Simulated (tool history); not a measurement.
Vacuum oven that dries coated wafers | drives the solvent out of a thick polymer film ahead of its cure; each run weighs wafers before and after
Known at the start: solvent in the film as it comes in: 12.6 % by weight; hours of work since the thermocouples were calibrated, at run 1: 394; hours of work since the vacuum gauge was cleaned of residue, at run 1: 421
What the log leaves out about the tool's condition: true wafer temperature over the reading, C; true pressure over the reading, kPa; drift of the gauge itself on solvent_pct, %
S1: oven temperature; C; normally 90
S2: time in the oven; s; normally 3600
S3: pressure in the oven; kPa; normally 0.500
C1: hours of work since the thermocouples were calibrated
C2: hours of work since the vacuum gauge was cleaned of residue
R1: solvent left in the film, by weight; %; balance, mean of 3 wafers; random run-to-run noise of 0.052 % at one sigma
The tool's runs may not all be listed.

| run | hour | S1 | S2 | S3 | C1 | C2 | R1 |
|---|---|---|---|---|---|---|---|
| 1 | 0.0 | 90 | 3600 | 0.500 | 394 | 421 | 1.67 |
| 2 | 16.2 | 90 | 3600 | 0.500 | 407 | 434 | 1.75 |
| 3 | 28.8 | 90 | 3600 | 0.500 | 416 | 444 | 1.59 |
| 4 | 50.7 | 90 | 3600 | 0.500 | 433 | 460 | 1.57 |
| 5 | 76.1 | 90 | 3600 | 0.500 | 453 | 480 | 1.69 |
| 6 | 94.0 | 90 | 3600 | 0.500 | 466 | 494 | 1.70 |
| 7 | 106.7 | 90 | 3600 | 0.866 | 476 | 503 | 2.21 |
| 8 | 129.6 | 79 | 3600 | 0.866 | 494 | 521 | 4.35 |
| 9 | 145.7 | 90 | 3600 | 0.500 | 506 | 533 | 1.68 |
| 10 | 167.0 | 90 | 3600 | 0.500 | 523 | 550 | 1.83 |
| 11 | 187.5 | 90 | 3600 | 0.500 | 538 | 566 | 1.66 |
| 12 | 198.8 | 103 | 2580 | 0.500 | 547 | 574 | 1.02 |
| 13 | 221.5 | 90 | 2160 | 0.358 | 565 | 592 | 2.67 |
| 14 | 232.6 | 81 | 2520 | 0.358 | 573 | 600 | 4.01 |
| 15 | 252.6 | 91 | 3600 | 0.500 | 588 | 616 | 1.57 |
| 16 | 272.1 | 93 | 2700 | 0.314 | 603 | 631 | 1.65 |
| 17 | 289.2 | 95 | 4380 | 0.946 | 617 | 644 | 1.58 |
| 18 | 308.2 | 101 | 3120 | 1.497 | 631 | 658 | 1.91 |
| 19 | 331.4 | 101 | 5460 | 1.903 | 649 | 676 | 2.22 |
| 20 | 349.3 | 101 | 5460 | 1.903 | 663 | 690 | 2.17 |
| 21 | 364.4 | 82 | 2940 | 0.897 | 674 | 702 | 4.24 |

Alternative continuations, all from the tool just after run 21; predict every row:
| A | 381.0 | 79 | 3060 | 1.779 | 687 | 714 | ? |
| B | 381.0 | 103 | 2940 | 0.897 | 687 | 714 | ? |
| C | 381.0 | 86 | 2940 | 0.897 | 687 | 714 | ? |

| run | R1 |
|---|---|
| A | 6.58 |
| B | 1.25 |
| C | 3.43 |
Take away the tool's hidden state, keep each run's random variation, and the runs would have read:
| run | R1 |
|---|---|
| A | 6.34 |
| B | 1.03 |
| C | 3.19 |
